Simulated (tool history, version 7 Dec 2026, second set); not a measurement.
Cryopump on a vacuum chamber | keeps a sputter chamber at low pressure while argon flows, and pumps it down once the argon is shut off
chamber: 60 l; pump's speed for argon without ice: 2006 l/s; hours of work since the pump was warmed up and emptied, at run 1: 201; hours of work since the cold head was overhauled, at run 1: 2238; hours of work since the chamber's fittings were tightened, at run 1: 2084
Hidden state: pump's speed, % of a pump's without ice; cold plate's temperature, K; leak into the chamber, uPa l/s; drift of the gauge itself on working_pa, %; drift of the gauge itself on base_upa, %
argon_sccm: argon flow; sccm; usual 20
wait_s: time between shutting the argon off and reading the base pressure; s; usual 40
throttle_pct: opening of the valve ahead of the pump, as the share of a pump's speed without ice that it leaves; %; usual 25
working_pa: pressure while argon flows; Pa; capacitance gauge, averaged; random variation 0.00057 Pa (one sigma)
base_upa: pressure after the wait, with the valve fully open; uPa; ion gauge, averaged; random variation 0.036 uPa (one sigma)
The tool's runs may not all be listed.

| run | hour | argon_sccm | wait_s | throttle_pct | hours of work since the pump was warmed up and emptied | hours of work since the cold head was overhauled | hours of work since the chamber's fittings were tightened | working_pa | base_upa |
|---|---|---|---|---|---|---|---|---|---|
| 1 | 0.0 | 20 | 40 | 25 | 201 | 2238 | 2084 | 0.0696 | 3.64 |
| 2 | 81.6 | 20 | 40 | 25 | 265 | 2302 | 2149 | 0.0699 | 3.87 |
| 3 | 152.0 | 9 | 40 | 25 | 320 | 2357 | 2204 | 0.0315 | 3.95 |
| 4 | 209.5 | 10 | 40 | 25 | 366 | 2403 | 2249 | 0.0355 | 4.18 |
|  | 242.2 | leaking fittings of the chamber tightened, without venting |
| 5 | 285.5 | 25 | 40 | 25 | 424 | 2461 | 34 | 0.0880 | 2.00 |
| 6 | 390.6 | 25 | 40 | 25 | 507 | 2544 | 117 | 0.0891 | 2.12 |
| 7 | 463.1 | 25 | 40 | 25 | 564 | 2601 | 174 | 0.0891 | 2.24 |
| 8 | 508.4 | 25 | 170 | 25 | 600 | 2637 | 210 | 0.0902 | 0.83 |
| 9 | 586.5 | 25 | 170 | 25 | 661 | 2698 | 271 | 0.0912 | 0.87 |
| 10 | 657.0 | 20 | 39 | 25 | 717 | 2754 | 327 | 0.0728 | 2.42 |
| 11 | 714.9 | 20 | 40 | 25 | 762 | 2799 | 372 | 0.0738 | 2.40 |
| 12 | 779.8 | 37 | 40 | 25 | 813 | 2850 | 423 | 0.1370 | 2.51 |
| 13 | 830.6 | 20 | 40 | 25 | 853 | 2890 | 463 | 0.0745 | 2.47 |
| 14 | 886.6 | 20 | 190 | 25 | 897 | 2934 | 508 | 0.0742 | 1.17 |
| 15 | 959.1 | 20 | 40 | 25 | 955 | 2992 | 565 | 0.0766 | 2.78 |
|  | 970.4 | pump warmed up, emptied and cooled again |
| 16 | 1055.4 | 20 | 40 | 51 | 67 | 3064 | 637 | 0.0340 | 2.46 |
| 17 | 1164.0 | 20 | 40 | 51 | 153 | 3149 | 722 | 0.0344 | 2.59 |
| 18 | 1209.9 | 37 | 40 | 39 | 189 | 3185 | 758 | 0.0831 | 2.63 |
| 19 | 1309.4 | 37 | 40 | 39 | 267 | 3264 | 837 | 0.0830 | 2.69 |
| 20 | 1375.2 | 17 | 206 | 24 | 319 | 3315 | 889 | 0.0620 | 1.27 |
| 21 | 1465.2 | 20 | 275 | 36 | 390 | 3386 | 959 | 0.0504 | 1.25 |
| 22 | 1531.6 | 15 | 275 | 36 | 442 | 3439 | 1012 | 0.0377 | 1.38 |
| 23 | 1622.4 | 15 | 275 | 36 | 514 | 3510 | 1083 | 0.0384 | 1.48 |
| 24 | 1728.6 | 18 | 284 | 32 | 597 | 3594 | 1167 | 0.0525 | 1.57 |
| 25 | 1818.1 | 11 | 21 | 17 | 668 | 3664 | 1237 | 0.0572 | 5.03 |
| 26 | 1915.5 | 11 | 21 | 39 | 745 | 3741 | 1314 | 0.0258 | 5.04 |
| 27 | 2019.1 | 11 | 238 | 20 | 826 | 3823 | 1396 | 0.0504 | 2.05 |
| 28 | 2089.9 | 28 | 238 | 20 | 882 | 3879 | 1452 | 0.1286 | 2.09 |
| 29 | 2183.2 | 28 | 238 | 20 | 955 | 3952 | 1525 | 0.1306 | 2.34 |
|  | 2198.0 | pump warmed up, emptied and cooled again |
| 30 | 2254.6 | 25 | 50 | 43 | 45 | 4004 | 1577 | 0.0507 | 2.86 |
| 31 | 2357.0 | 35 | 264 | 21 | 125 | 4085 | 1658 | 0.1433 | 1.81 |
| 32 | 2447.7 | 35 | 47 | 29 | 197 | 4156 | 1729 | 0.1060 | 3.12 |
| 33 | 2509.2 | 26 | 40 | 25 | 245 | 4205 | 1778 | 0.0918 | 3.52 |

Forecast each of these 4 alternatives for the next run:
| A | 2580.3 | 26 | 40 | 59 | 301 | 4261 | 1834 | ? | ? |
| B | 2580.3 | 26 | 33 | 25 | 301 | 4261 | 1834 | ? | ? |
| C | 2580.3 | 13 | 43 | 55 | 301 | 4261 | 1834 | ? | ? |
| D | 2580.3 | 29 | 38 | 20 | 301 | 4261 | 1834 | ? | ? |

| run | working_pa | base_upa |
|---|---|---|
| A | 0.0409 | 3.66 |
| B | 0.0906 | 4.06 |
| C | 0.0220 | 3.40 |
| D | 0.1256 | 3.75 |
Without the tool's hidden state the same runs would have given:
| run | working_pa | base_upa |
|---|---|---|
| A | 0.0373 | 2.01 |
| B | 0.0870 | 2.41 |
| C | 0.0202 | 1.78 |
| D | 0.1216 | 2.10 |
